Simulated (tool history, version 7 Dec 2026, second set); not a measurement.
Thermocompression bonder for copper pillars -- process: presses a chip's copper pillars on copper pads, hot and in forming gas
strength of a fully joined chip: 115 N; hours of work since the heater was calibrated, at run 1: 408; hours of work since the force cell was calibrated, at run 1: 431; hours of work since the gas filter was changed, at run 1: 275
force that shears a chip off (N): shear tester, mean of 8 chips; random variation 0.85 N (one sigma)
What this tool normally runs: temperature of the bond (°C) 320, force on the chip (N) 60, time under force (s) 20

run,hour,temperature of the bond (°C),force on the chip (N),time under force (s),hours of work since the heater was calibrated,hours of work since the force cell was calibrated,hours of work since the gas filter was changed,force that shears a chip off (N)
1,0,320,60,20,408,431,275,61.2
2,13.5,320,60,20,417,440,284,61.1
3,30.1,320,60,20,427,451,295,60.8
4,38.5,320,60,20,433,456,300,59.6
5,52.2,320,60,20,442,465,309,59
6,66.2,320,60,20,451,474,318,59.1
7,73.6,320,60,20,456,479,323,60.7
8,85.4,320,60,20,463,487,331,58.5
9,97.4,320,60,20,471,494,338,58.3
10,107.7,320,60,13,478,501,345,51.2
11,120.4,337,38,55,486,509,353,63.6
12,132.6,344,54,55,494,517,361,88.2
13,147.7,330,54,29,504,527,371,67.3
14,160.2,349,44,20,512,535,379,61
15,169.5,301,44,20,518,541,385,31
16,177.5,338,71,13,523,546,390,71.6

A few steps of force that shears a chip off (N) between consecutive runs. Split each: what settings, incoming material and random variation would produce without the hidden state, and what is left over for the hidden state, along with gauge scatter present in only one of the two compared results (measured, and without hidden state):
Unlogged tool condition in this case: true temperature of the bond over the reading, C; force that reaches the chip, % of what is set; oxide that the forming gas leaves, % of the face; drift of the gauge itself on shear_n, %.
Run 15 -> 16: temperature of the bond (°C) 301 -> 338, force on the chip (N) 44 -> 71, time under force (s) 20 -> 13. force that shears a chip off (N) +40.6: hidden state -4.4, all else +45.
